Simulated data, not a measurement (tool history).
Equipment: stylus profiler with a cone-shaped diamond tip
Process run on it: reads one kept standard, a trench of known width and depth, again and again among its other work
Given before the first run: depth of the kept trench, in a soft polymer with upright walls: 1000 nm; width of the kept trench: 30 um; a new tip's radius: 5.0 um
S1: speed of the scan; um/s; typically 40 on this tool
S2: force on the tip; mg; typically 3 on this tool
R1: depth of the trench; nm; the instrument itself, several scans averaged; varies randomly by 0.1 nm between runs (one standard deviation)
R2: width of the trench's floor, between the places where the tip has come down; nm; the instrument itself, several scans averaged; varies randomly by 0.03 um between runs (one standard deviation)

run,day,S1,S2,R1,R2
1,0,40,3,1014.83,23820
2,0.925,40,4.13,1018.59,23890
3,1.683,55,4.13,1018.61,23830
4,3.154,55,4.13,1018.57,23720
5,3.954,55,4.13,1018.42,23800
6,5.242,40,3,1014.9,23810
7,6.25,40,3,1014.94,23840
8,7.304,40,3,1014.87,23780
9,8.083,40,3,1014.99,23830
10,9.162,40,1.07,1007.56,23690
11,10.283,118,3,1014.93,23510
12,11.708,14,3,1014.9,23940
13,13.146,14,3,1014.95,23940
14,14.475,14,3,1014.94,23940
15,16.025,72,3,1014.75,23710
16,16.929,72,3,1014.92,23710
17,18.571,40,4.23,1018.67,23840
18,19.892,113,3,1014.95,23480
19,20.892,117,3,1015.05,23490
20,21.954,33,3,1014.84,23890
21,22.917,33,3,1014.88,23840
22,24.338,34,3,1014.88,23850
23,25.496,34,3,1014.76,23890
24,27.025,34,3,1014.95,23840
25,28.479,22,1.22,1008.16,23820
26,29.438,143,3.4,1016.38,23410
27,30.638,52,1.63,1010.05,23690
28,31.404,52,1.63,1009.79,23650

Estimate the outcome of run 29 from the log above:
29,32.525,52,1.63,?,?

Logged for run 29: R1 1009.85 nm, R2 23710 nm.
Take away the tool's hidden state, keep the run-to-run variation as it was, and the same run would have given R1 1009.84 nm, R2 23720 nm.

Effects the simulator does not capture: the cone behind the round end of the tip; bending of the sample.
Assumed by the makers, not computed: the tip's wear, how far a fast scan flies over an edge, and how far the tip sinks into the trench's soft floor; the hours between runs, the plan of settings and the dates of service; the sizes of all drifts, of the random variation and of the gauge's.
